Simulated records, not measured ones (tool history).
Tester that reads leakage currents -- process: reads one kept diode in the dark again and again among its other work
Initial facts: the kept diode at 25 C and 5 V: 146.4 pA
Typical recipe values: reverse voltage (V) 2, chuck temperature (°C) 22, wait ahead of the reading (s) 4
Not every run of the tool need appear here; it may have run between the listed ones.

| run | hour | reverse voltage (V) | chuck temperature (°C) | wait ahead of the reading (s) | current that the tester gives (pA) |
|---|---|---|---|---|---|
| 1 | 0 | 2 | 22 | 4 | 74.64 |
| 2 | 67.7 | 2 | 22 | 4 | 74.59 |
| 3 | 134.9 | 2 | 22 | 4 | 74.33 |
| 4 | 243.3 | 2 | 56 | 4 | 1517.27 |
| 5 | 308.3 | 2 | 56 | 4 | 1511.56 |
| 6 | 396.2 | 2 | 56 | 4 | 1509.47 |
| 7 | 457.9 | 2 | 21 | 4 | 67.06 |
| 8 | 522.3 | 2 | 21 | 0.9 | 67.75 |
|  | 544 | chuck's temperature calibrated |
| 9 | 610.7 | 2 | 22 | 4 | 78.58 |
| 10 | 722.1 | 2 | 22 | 4 | 78.36 |
| 11 | 853.9 | 2 | 22 | 4 | 78.86 |
| 12 | 960 | 2 | 50 | 2.12 | 962.37 |
| 13 | 1074.5 | 6.03 | 47 | 2.13 | 1145.96 |
| 14 | 1134 | 1 | 48 | 4.74 | 621.7 |
|  | 1148.2 | probe card cleaned and baked |
| 15 | 1203.3 | 2 | 46 | 4 | 685.14 |
| 16 | 1329.7 | 5.34 | 46 | 0.78 | 1006.8 |
| 17 | 1403.3 | 5.34 | 36 | 0.78 | 423.8 |
| 18 | 1474.1 | 5.34 | 36 | 0.78 | 425.52 |
| 19 | 1563.7 | 18.14 | 47 | 0.5 | 1759.38 |
| 20 | 1689 | 18.14 | 47 | 0.5 | 1746.99 |
| 21 | 1756.8 | 1.59 | 23 | 0.41 | 79.58 |
|  | 1817.6 | probe card cleaned and baked, once more |
| 22 | 1824.7 | 2 | 22 | 1.82 | 74.72 |

Consider 5 possible next runs. They are alternatives, not a sequence: every one starts from the tool as it was left by run 22. What does each give?
| A | 1936.8 | 2 | 22 | 2.56 | ? |
| B | 1936.8 | 11.21 | 31 | 4 | ? |
| C | 1936.8 | 2 | 22 | 0.89 | ? |
| D | 1936.8 | 8.98 | 25 | 2.58 | ? |
| E | 1936.8 | 1.69 | 26 | 7.11 | ? |

| run | current that the tester gives (pA) |
|---|---|
| A | 74.78 |
| B | 345.45 |
| C | 75.34 |
| D | 179.18 |
| E | 103.4 |
Stripped of hidden state, with their random variation kept, the same runs would have yielded:
| run | current that the tester gives (pA) |
|---|---|
| A | 76.99 |
| B | 355.25 |
| C | 77.57 |
| D | 184.14 |
| E | 106.49 |
